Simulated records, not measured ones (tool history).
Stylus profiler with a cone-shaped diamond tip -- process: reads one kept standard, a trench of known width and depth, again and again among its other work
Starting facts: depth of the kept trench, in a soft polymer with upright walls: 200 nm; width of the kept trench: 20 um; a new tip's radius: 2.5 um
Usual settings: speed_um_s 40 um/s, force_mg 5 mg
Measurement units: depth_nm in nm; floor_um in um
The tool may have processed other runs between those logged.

run 1 hour=0 | speed_um_s=40 force_mg=5 | depth_nm=203.24 floor_um=17.86
run 2 hour=17.8 | speed_um_s=40 force_mg=2.64 | depth_nm=202.22 floor_um=17.85
run 3 hour=26.9 | speed_um_s=86 force_mg=5 | depth_nm=203.25 floor_um=17.8
run 4 hour=46.2 | speed_um_s=86 force_mg=5 | depth_nm=203.26 floor_um=17.72
run 5 hour=54.6 | speed_um_s=40 force_mg=4.79 | depth_nm=203.35 floor_um=17.8
run 6 hour=73.1 | speed_um_s=40 force_mg=13.89 | depth_nm=206.35 floor_um=17.85
run 7 hour=91 | speed_um_s=40 force_mg=13.89 | depth_nm=206.36 floor_um=17.81
run 8 hour=108.1 | speed_um_s=40 force_mg=13.89 | depth_nm=206.24 floor_um=17.89
run 9 hour=119.3 | speed_um_s=40 force_mg=13.24 | depth_nm=206.14 floor_um=17.81
run 10 hour=129.9 | speed_um_s=40 force_mg=13.24 | depth_nm=206.15 floor_um=17.83
run 11 hour=146.4 | speed_um_s=40 force_mg=13.24 | depth_nm=206.28 floor_um=17.89
run 12 hour=157 | speed_um_s=40 force_mg=5 | depth_nm=203.29 floor_um=17.78
run 13 hour=171.7 | speed_um_s=29 force_mg=5 | depth_nm=203.36 floor_um=17.84
run 14 hour=190.4 | speed_um_s=29 force_mg=5 | depth_nm=203.32 floor_um=17.88
run 15 hour=208.9 | speed_um_s=40 force_mg=5 | depth_nm=203.42 floor_um=17.75
-- hour=210.5 height scale calibrated on a step standard
run 16 hour=225.8 | speed_um_s=40 force_mg=5 | depth_nm=203.4 floor_um=17.81
run 17 hour=234.2 | speed_um_s=40 force_mg=5 | depth_nm=203.56 floor_um=17.82
run 18 hour=247.5 | speed_um_s=40 force_mg=5 | depth_nm=203.5 floor_um=17.77
run 19 hour=258.1 | speed_um_s=40 force_mg=5 | depth_nm=203.41 floor_um=17.81
run 20 hour=269.9 | speed_um_s=40 force_mg=5 | depth_nm=203.25 floor_um=17.82
run 21 hour=283.8 | speed_um_s=40 force_mg=5 | depth_nm=203.41 floor_um=17.84
run 22 hour=294.6 | speed_um_s=40 force_mg=5 | depth_nm=203.54 floor_um=17.82
-- hour=309.7 height scale calibrated on a step standard, once more
run 23 hour=310.5 | speed_um_s=40 force_mg=5 | depth_nm=203.1 floor_um=17.76
run 24 hour=322.9 | speed_um_s=152 force_mg=5 | depth_nm=203.01 floor_um=17.58
run 25 hour=337.6 | speed_um_s=54 force_mg=1.75 | depth_nm=201.47 floor_um=17.69

What will run 26 give?
run 26 hour=346.1 | speed_um_s=49 force_mg=5.42 | depth_nm=? floor_um=?

{"run 26": {"depth_nm": 203.23, "floor_um": 17.72}}
With no hidden state in the tool, this same run would have given depth_nm 203.28 nm, floor_um 17.93 um.
